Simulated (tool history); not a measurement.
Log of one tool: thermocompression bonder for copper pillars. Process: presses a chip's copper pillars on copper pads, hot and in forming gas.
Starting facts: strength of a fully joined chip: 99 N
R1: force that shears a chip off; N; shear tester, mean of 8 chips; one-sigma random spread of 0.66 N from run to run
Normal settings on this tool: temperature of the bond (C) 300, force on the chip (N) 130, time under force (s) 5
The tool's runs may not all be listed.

Run 1, hour 0: usual settings. Result: R1 70.5 N.
Run 2, hour 10.1: usual settings. Result: R1 71.6 N.
Run 3, hour 24.4: usual settings. Result: R1 71.1 N.
Run 4, hour 32.1: usual settings. Result: R1 72.8 N.
Run 5, hour 46.6: usual settings. Result: R1 71.3 N.
Run 6, hour 64: usual settings. Result: R1 71.8 N.
Run 7, hour 81.5: usual settings but force on the chip (N) 143. Result: R1 73.8 N.
Run 8, hour 96.8: usual settings but force on the chip (N) 143. Result: R1 73.3 N.
Run 9, hour 115.5: usual settings but force on the chip (N) 156, time under force (s) 8. Result: R1 82.5 N.
Run 10, hour 133: usual settings but force on the chip (N) 156, time under force (s) 8. Result: R1 80.5 N.
Run 11, hour 143.5: usual settings but temperature of the bond (C) 295, force on the chip (N) 156, time under force (s) 4. Result: R1 68.5 N.
Run 12, hour 158.5: usual settings but temperature of the bond (C) 286, force on the chip (N) 96. Result: R1 56.4 N.

Below are 5 alternative next runs, each starting from the tool's condition after run 12. Predict each:
Run A, hour 175.4: usual settings but temperature of the bond (C) 298, force on the chip (N) 88, time under force (s) 8. Result: R1 ?.
Run B, hour 175.4: usual settings but temperature of the bond (C) 286, force on the chip (N) 108. Result: R1 ?.
Run C, hour 175.4: usual settings but temperature of the bond (C) 319, force on the chip (N) 81. Result: R1 ?.
Run D, hour 175.4: usual settings but temperature of the bond (C) 286, time under force (s) 4. Result: R1 ?.
Run E, hour 175.4: usual settings. Result: R1 ?.

run    R1
  A  68.7
  B  59.2
  C  69.8
  D  58.5
  E  71.6
The same runs, with their run-to-run variation unchanged, on a tool lacking any hidden condition would have given:
run    R1
  A  70.2
  B  60.4
  C  71.3
  D  59.7
  E  73.1
